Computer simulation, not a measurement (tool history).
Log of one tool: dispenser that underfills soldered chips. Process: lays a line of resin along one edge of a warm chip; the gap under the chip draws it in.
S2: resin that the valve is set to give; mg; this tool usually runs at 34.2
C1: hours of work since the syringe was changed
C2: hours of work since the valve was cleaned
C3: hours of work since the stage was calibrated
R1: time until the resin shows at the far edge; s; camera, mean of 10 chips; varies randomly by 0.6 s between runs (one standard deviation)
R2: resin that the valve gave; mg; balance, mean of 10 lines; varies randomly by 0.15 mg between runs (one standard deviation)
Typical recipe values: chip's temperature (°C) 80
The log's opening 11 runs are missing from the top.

At hour 118.0: new syringe of resin.
Run 12, hour 118.8: usual settings; C1 1; C2 19; C3 391. Result: R1 59.8 s, R2 33.64 mg.
At hour 127.5: new syringe of resin.
Run 13, hour 130.1: usual settings; C1 2; C2 26; C3 398. Result: R1 65.4 s, R2 33.04 mg.
At hour 137.9: new syringe of resin.
Run 14, hour 144.8: usual settings; C1 4; C2 35; C3 407. Result: R1 81.0 s, R2 33.20 mg.
At hour 147.8: new syringe of resin.
At hour 157.2: new syringe of resin.
At hour 158.2: stage's temperature calibrated.
Run 15, hour 162.3: usual settings but chip's temperature (°C) 85; C1 3; C2 45; C3 3. Result: R1 49.8 s, R2 32.53 mg.
At hour 168.3: new syringe of resin.
Run 16, hour 171.3: usual settings but chip's temperature (°C) 85, S2 36.1 mg; C1 2; C2 50; C3 8. Result: R1 45.9 s, R2 34.21 mg.
At hour 178.7: new syringe of resin.
Run 17, hour 186.2: usual settings but chip's temperature (°C) 85, S2 36.1 mg; C1 5; C2 59; C3 17. Result: R1 57.7 s, R2 33.96 mg.
At hour 188.7: new syringe of resin.
At hour 196.5: dispensing valve cleaned and set on the balance.
At hour 199.2: new syringe of resin.
Run 18, hour 199.9: usual settings but chip's temperature (°C) 90, S2 36.5 mg; C1 0; C2 2; C3 24. Result: R1 33.6 s, R2 36.72 mg.
At hour 209.5: new syringe of resin.
Run 19, hour 217.0: usual settings but chip's temperature (°C) 85, S2 33.9 mg; C1 5; C2 12; C3 35. Result: R1 57.4 s, R2 33.70 mg.
At hour 220.0: new syringe of resin.
At hour 229.6: new syringe of resin.
Run 20, hour 234.6: usual settings but chip's temperature (°C) 68, S2 34.0 mg; C1 3; C2 23; C3 45. Result: R1 114.8 s, R2 33.17 mg.
At hour 239.1: new syringe of resin.
At hour 248.5: new syringe of resin.
Run 21, hour 252.5: usual settings but chip's temperature (°C) 71, S2 35.8 mg; C1 2; C2 34; C3 56. Result: R1 94.2 s, R2 34.62 mg.
At hour 259.0: new syringe of resin.
Run 22, hour 264.6: usual settings but chip's temperature (°C) 92, S2 36.3 mg; C1 3; C2 41; C3 63. Result: R1 39.3 s, R2 34.98 mg.

Run 23 has not been measured yet. What should we expect?
At hour 269.6: new syringe of resin.
Run 23, hour 273.8: usual settings but chip's temperature (°C) 71, S2 42.1 mg; C1 3; C2 46; C3 69. Result: R1 ?, R2 ?.

{"run 23": {"R1": 94.8, "R2": 40.21}}
With no hidden state in the tool, this same run would have given R1 77.2 s, R2 42.16 mg.
